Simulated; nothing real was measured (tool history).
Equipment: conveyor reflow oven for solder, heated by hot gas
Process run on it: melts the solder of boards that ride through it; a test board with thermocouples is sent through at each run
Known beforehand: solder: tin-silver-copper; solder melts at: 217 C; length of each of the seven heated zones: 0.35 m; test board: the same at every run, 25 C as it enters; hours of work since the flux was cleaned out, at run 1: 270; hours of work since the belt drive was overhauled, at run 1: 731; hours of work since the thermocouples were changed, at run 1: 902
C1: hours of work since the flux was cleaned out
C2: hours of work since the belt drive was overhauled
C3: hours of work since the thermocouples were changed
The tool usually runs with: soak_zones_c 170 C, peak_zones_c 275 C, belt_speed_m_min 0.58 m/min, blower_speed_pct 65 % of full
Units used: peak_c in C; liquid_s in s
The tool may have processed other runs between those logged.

{"run": 1, "day": 0.0, "soak_zones_c": 170, "peak_zones_c": 275, "belt_speed_m_min": 0.58, "blower_speed_pct": 65, "C1": 270, "C2": 731, "C3": 902, "peak_c": 248.3, "liquid_s": 48.2}
{"run": 2, "day": 0.467, "soak_zones_c": 170, "peak_zones_c": 275, "belt_speed_m_min": 0.58, "blower_speed_pct": 65, "C1": 278, "C2": 739, "C3": 910, "peak_c": 248.5, "liquid_s": 48.1}
{"run": 3, "day": 1.196, "soak_zones_c": 170, "peak_zones_c": 275, "belt_speed_m_min": 0.58, "blower_speed_pct": 65, "C1": 290, "C2": 751, "C3": 922, "peak_c": 248.2, "liquid_s": 47.4}
{"run": 4, "day": 2.029, "soak_zones_c": 170, "peak_zones_c": 275, "belt_speed_m_min": 0.58, "blower_speed_pct": 65, "C1": 305, "C2": 765, "C3": 936, "peak_c": 247.9, "liquid_s": 47.7}
{"run": 5, "day": 2.633, "soak_zones_c": 170, "peak_zones_c": 275, "belt_speed_m_min": 0.58, "blower_speed_pct": 65, "C1": 315, "C2": 776, "C3": 946, "peak_c": 247.9, "liquid_s": 47.7}
{"run": 6, "day": 3.567, "soak_zones_c": 170, "peak_zones_c": 275, "belt_speed_m_min": 0.49, "blower_speed_pct": 65, "C1": 331, "C2": 791, "C3": 962, "peak_c": 254.7, "liquid_s": 63.8}
{"run": 7, "day": 4.462, "soak_zones_c": 170, "peak_zones_c": 275, "belt_speed_m_min": 0.49, "blower_speed_pct": 65, "C1": 346, "C2": 807, "C3": 977, "peak_c": 254.9, "liquid_s": 64.5}
{"run": 8, "day": 5.454, "soak_zones_c": 170, "peak_zones_c": 275, "belt_speed_m_min": 0.49, "blower_speed_pct": 65, "C1": 363, "C2": 823, "C3": 994, "peak_c": 254.7, "liquid_s": 63.8}
{"run": 9, "day": 6.138, "soak_zones_c": 170, "peak_zones_c": 275, "belt_speed_m_min": 0.49, "blower_speed_pct": 65, "C1": 374, "C2": 835, "C3": 1006, "peak_c": 254.5, "liquid_s": 64.7}
{"run": 10, "day": 6.788, "soak_zones_c": 170, "peak_zones_c": 275, "belt_speed_m_min": 0.49, "blower_speed_pct": 65, "C1": 385, "C2": 846, "C3": 1017, "peak_c": 254.8, "liquid_s": 63.5}
{"run": 11, "day": 7.333, "soak_zones_c": 177, "peak_zones_c": 275, "belt_speed_m_min": 0.49, "blower_speed_pct": 65, "C1": 394, "C2": 855, "C3": 1026, "peak_c": 255.6, "liquid_s": 67.6}
{"run": 12, "day": 8.246, "soak_zones_c": 177, "peak_zones_c": 275, "belt_speed_m_min": 0.49, "blower_speed_pct": 65, "C1": 410, "C2": 870, "C3": 1041, "peak_c": 256.1, "liquid_s": 68.1}
{"run": 13, "day": 8.867, "soak_zones_c": 177, "peak_zones_c": 275, "belt_speed_m_min": 0.49, "blower_speed_pct": 65, "C1": 420, "C2": 881, "C3": 1052, "peak_c": 256.1, "liquid_s": 68.2}
{"run": 14, "day": 9.433, "soak_zones_c": 177, "peak_zones_c": 275, "belt_speed_m_min": 0.49, "blower_speed_pct": 65, "C1": 430, "C2": 891, "C3": 1061, "peak_c": 255.9, "liquid_s": 67.8}
{"day": 9.812, "done": "flux residue cleaned out of gas plates and filters"}
{"run": 15, "day": 10.208, "soak_zones_c": 170, "peak_zones_c": 270, "belt_speed_m_min": 0.58, "blower_speed_pct": 65, "C1": 7, "C2": 900, "C3": 1071, "peak_c": 241.1, "liquid_s": 40.8}
{"run": 16, "day": 10.804, "soak_zones_c": 170, "peak_zones_c": 275, "belt_speed_m_min": 0.58, "blower_speed_pct": 65, "C1": 17, "C2": 910, "C3": 1081, "peak_c": 244.6, "liquid_s": 44.2}
{"run": 17, "day": 11.721, "soak_zones_c": 170, "peak_zones_c": 275, "belt_speed_m_min": 0.58, "blower_speed_pct": 65, "C1": 32, "C2": 926, "C3": 1097, "peak_c": 244.9, "liquid_s": 44.2}
{"run": 18, "day": 12.496, "soak_zones_c": 170, "peak_zones_c": 271, "belt_speed_m_min": 0.58, "blower_speed_pct": 52, "C1": 45, "C2": 939, "C3": 1110, "peak_c": 238.2, "liquid_s": 36.2}
{"day": 12.862, "done": "thermocouples of zones 6 and 7 changed"}
{"run": 19, "day": 13.162, "soak_zones_c": 179, "peak_zones_c": 288, "belt_speed_m_min": 0.654, "blower_speed_pct": 71, "C1": 55, "C2": 949, "C3": 5, "peak_c": 251.3, "liquid_s": 46}
{"day": 13.546, "done": "flux residue cleaned out of gas plates and filters, once more"}
{"run": 20, "day": 14.279, "soak_zones_c": 179, "peak_zones_c": 272, "belt_speed_m_min": 0.654, "blower_speed_pct": 71, "C1": 12, "C2": 964, "C3": 20, "peak_c": 246.1, "liquid_s": 42.9}
{"run": 21, "day": 14.788, "soak_zones_c": 179, "peak_zones_c": 272, "belt_speed_m_min": 0.654, "blower_speed_pct": 71, "C1": 21, "C2": 973, "C3": 29, "peak_c": 245.9, "liquid_s": 43.1}
{"run": 22, "day": 15.688, "soak_zones_c": 167, "peak_zones_c": 289, "belt_speed_m_min": 0.58, "blower_speed_pct": 65, "C1": 36, "C2": 988, "C3": 44, "peak_c": 260, "liquid_s": 55.9}
{"run": 23, "day": 16.129, "soak_zones_c": 172, "peak_zones_c": 275, "belt_speed_m_min": 0.58, "blower_speed_pct": 65, "C1": 44, "C2": 995, "C3": 52, "peak_c": 249.9, "liquid_s": 50.3}
{"run": 24, "day": 16.604, "soak_zones_c": 170, "peak_zones_c": 275, "belt_speed_m_min": 0.632, "blower_speed_pct": 73, "C1": 52, "C2": 1003, "C3": 60, "peak_c": 247.7, "liquid_s": 43.5}
{"run": 25, "day": 17.667, "soak_zones_c": 171, "peak_zones_c": 268, "belt_speed_m_min": 0.623, "blower_speed_pct": 52, "C1": 70, "C2": 1021, "C3": 78, "peak_c": 236.7, "liquid_s": 33.6}
{"run": 26, "day": 18.183, "soak_zones_c": 180, "peak_zones_c": 268, "belt_speed_m_min": 0.533, "blower_speed_pct": 52, "C1": 78, "C2": 1030, "C3": 86, "peak_c": 246.3, "liquid_s": 54.4}
{"run": 27, "day": 18.667, "soak_zones_c": 176, "peak_zones_c": 275, "belt_speed_m_min": 0.58, "blower_speed_pct": 59, "C1": 87, "C2": 1038, "C3": 95, "peak_c": 249, "liquid_s": 51.3}
{"run": 28, "day": 19.404, "soak_zones_c": 166, "peak_zones_c": 275, "belt_speed_m_min": 0.58, "blower_speed_pct": 65, "C1": 99, "C2": 1051, "C3": 107, "peak_c": 247.7, "liquid_s": 47.4}
{"run": 29, "day": 20.05, "soak_zones_c": 183, "peak_zones_c": 273, "belt_speed_m_min": 0.608, "blower_speed_pct": 87, "C1": 110, "C2": 1062, "C3": 118, "peak_c": 253, "liquid_s": 54.8}
{"run": 30, "day": 20.892, "soak_zones_c": 172, "peak_zones_c": 271, "belt_speed_m_min": 0.541, "blower_speed_pct": 75, "C1": 124, "C2": 1076, "C3": 132, "peak_c": 250.7, "liquid_s": 56.2}
{"run": 31, "day": 21.517, "soak_zones_c": 172, "peak_zones_c": 271, "belt_speed_m_min": 0.541, "blower_speed_pct": 75, "C1": 135, "C2": 1087, "C3": 143, "peak_c": 251.3, "liquid_s": 56.5}

What if the next run were any one of these 3? Each begins from the tool's condition after run 31:
{"run": "A", "day": 22.175, "soak_zones_c": 170, "peak_zones_c": 275, "belt_speed_m_min": 0.506, "blower_speed_pct": 65, "C1": 146, "C2": 1098, "C3": 154, "peak_c": "?", "liquid_s": "?"}
{"run": "B", "day": 22.175, "soak_zones_c": 182, "peak_zones_c": 271, "belt_speed_m_min": 0.541, "blower_speed_pct": 88, "C1": 146, "C2": 1098, "C3": 154, "peak_c": "?", "liquid_s": "?"}
{"run": "C", "day": 22.175, "soak_zones_c": 173, "peak_zones_c": 271, "belt_speed_m_min": 0.541, "blower_speed_pct": 66, "C1": 146, "C2": 1098, "C3": 154, "peak_c": "?", "liquid_s": "?"}

run=A peak_c=254.5 liquid_s=62.2
run=B peak_c=254.8 liquid_s=63.1
run=C peak_c=249.6 liquid_s=54.8
What these runs would have given with no unlogged condition in the tool:
run=A peak_c=254.7 liquid_s=61.6
run=B peak_c=255.1 liquid_s=62.5
run=C peak_c=249.9 liquid_s=54.3
